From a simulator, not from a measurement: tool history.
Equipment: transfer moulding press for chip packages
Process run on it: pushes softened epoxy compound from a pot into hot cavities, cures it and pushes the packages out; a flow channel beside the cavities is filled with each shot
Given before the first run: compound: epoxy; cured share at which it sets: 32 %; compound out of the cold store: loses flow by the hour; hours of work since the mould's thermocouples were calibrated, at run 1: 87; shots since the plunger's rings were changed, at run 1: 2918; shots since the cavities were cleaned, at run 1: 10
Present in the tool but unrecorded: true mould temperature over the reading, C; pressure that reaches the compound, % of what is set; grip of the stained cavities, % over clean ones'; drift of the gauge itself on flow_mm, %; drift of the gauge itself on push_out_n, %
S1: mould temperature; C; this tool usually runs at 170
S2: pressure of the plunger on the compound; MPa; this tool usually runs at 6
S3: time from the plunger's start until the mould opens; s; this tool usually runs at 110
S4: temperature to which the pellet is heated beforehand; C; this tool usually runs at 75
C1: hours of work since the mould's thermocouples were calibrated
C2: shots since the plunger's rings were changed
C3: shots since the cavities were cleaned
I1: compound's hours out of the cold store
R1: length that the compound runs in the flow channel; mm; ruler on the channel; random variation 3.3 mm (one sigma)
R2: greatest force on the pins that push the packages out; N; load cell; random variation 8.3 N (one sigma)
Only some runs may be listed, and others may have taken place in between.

run 1 hour=0 | S1=170 S2=6 S3=110 S4=75 | C1=87 C2=2918 C3=10 | I1=40.4 | R1=800 R2=382
run 2 hour=34.9 | S1=170 S2=6 S3=110 S4=75 | C1=103 C2=3182 C3=274 | I1=27.1 | R1=860 R2=474
-- hour=47.6 plunger's sealing rings changed
run 3 hour=65 | S1=170 S2=6 S3=110 S4=67 | C1=116 C2=131 C3=483 | I1=17.3 | R1=932 R2=550
-- hour=88.9 cavities cleaned with cleaning compound and waxed
run 4 hour=90.4 | S1=170 S2=6 S3=110 S4=67 | C1=126 C2=313 C3=12 | I1=34.6 | R1=840 R2=409
run 5 hour=116.4 | S1=170 S2=6 S3=110 S4=67 | C1=138 C2=509 C3=208 | I1=26.5 | R1=883 R2=459
run 6 hour=141.8 | S1=170 S2=6 S3=110 S4=67 | C1=150 C2=702 C3=401 | I1=36.6 | R1=824 R2=511
-- hour=176.4 cavities cleaned with cleaning compound and waxed
run 7 hour=179 | S1=170 S2=6 S3=110 S4=67 | C1=166 C2=972 C3=19 | I1=40.5 | R1=805 R2=389
run 8 hour=199.2 | S1=170 S2=6 S3=110 S4=75 | C1=175 C2=1125 C3=172 | I1=31.4 | R1=853 R2=435
run 9 hour=230.3 | S1=170 S2=4.64 S3=110 S4=75 | C1=189 C2=1361 C3=408 | I1=22.5 | R1=787 R2=489
run 10 hour=256.5 | S1=170 S2=4.64 S3=110 S4=75 | C1=201 C2=1559 C3=606 | I1=46.3 | R1=683 R2=492
-- hour=264 cavities cleaned with cleaning compound and waxed
run 11 hour=286 | S1=173 S2=6 S3=110 S4=75 | C1=213 C2=1771 C3=167 | I1=29.4 | R1=850 R2=414
run 12 hour=307.9 | S1=170 S2=4.92 S3=110 S4=75 | C1=223 C2=1937 C3=333 | I1=14.9 | R1=847 R2=484
run 13 hour=324.1 | S1=170 S2=4.92 S3=110 S4=75 | C1=231 C2=2060 C3=456 | I1=22.6 | R1=800 R2=536
run 14 hour=339.3 | S1=170 S2=4.92 S3=110 S4=75 | C1=238 C2=2175 C3=571 | I1=9.7 | R1=863 R2=553
-- hour=352.4 cavities cleaned with cleaning compound and waxed
run 15 hour=374.5 | S1=170 S2=6.22 S3=100 S4=75 | C1=253 C2=2430 C3=167 | I1=47.9 | R1=778 R2=469
run 16 hour=406.4 | S1=164 S2=6.57 S3=105 S4=76 | C1=267 C2=2672 C3=409 | I1=44.2 | R1=833 R2=707
run 17 hour=431.3 | S1=170 S2=7.5 S3=107 S4=75 | C1=278 C2=2861 C3=598 | I1=46.1 | R1=859 R2=529
-- hour=440.8 cavities cleaned with cleaning compound and waxed
run 18 hour=464.5 | S1=170 S2=7.5 S3=107 S4=75 | C1=293 C2=3100 C3=179 | I1=14 | R1=1039 R2=467
-- hour=488.9 plunger's sealing rings changed
run 19 hour=491.8 | S1=170 S2=6 S3=130 S4=66 | C1=304 C2=21 C3=367 | I1=34 | R1=845 R2=419
run 20 hour=515.7 | S1=170 S2=4.7 S3=110 S4=69 | C1=315 C2=202 C3=548 | I1=38.8 | R1=729 R2=510
-- hour=531.8 cavities cleaned with cleaning compound and waxed
run 21 hour=542.8 | S1=170 S2=6.26 S3=110 S4=75 | C1=326 C2=396 C3=83 | I1=9.1 | R1=1002 R2=419
run 22 hour=568.1 | S1=170 S2=6 S3=110 S4=84 | C1=338 C2=588 C3=275 | I1=18 | R1=925 R2=469

4 ways to go on from here, each from the tool as it stands after run 22. What would each give?
-- hour=572.8 mould's thermocouples calibrated
run A hour=588.5 | S1=175 S2=6 S3=91 S4=84 | C1=7 C2=727 C3=414 | I1=12.3 | R1=? R2=?
-- hour=572.8 mould's thermocouples calibrated
run B hour=588.5 | S1=168 S2=6 S3=122 S4=75 | C1=7 C2=727 C3=414 | I1=30.8 | R1=? R2=?
-- hour=572.8 mould's thermocouples calibrated
run C hour=588.5 | S1=170 S2=6 S3=143 S4=76 | C1=7 C2=727 C3=414 | I1=9.3 | R1=? R2=?
-- hour=572.8 mould's thermocouples calibrated
run D hour=588.5 | S1=170 S2=4.67 S3=110 S4=67 | C1=7 C2=727 C3=414 | I1=28.8 | R1=? R2=?

run=A R1=948 R2=561
run=B R1=869 R2=478
run=C R1=976 R2=436
run=D R1=768 R2=520
Had the tool no hidden state, the same runs would have come out as:
run=A R1=954 R2=412
run=B R1=875 R2=355
run=C R1=983 R2=327
run=D R1=774 R2=383
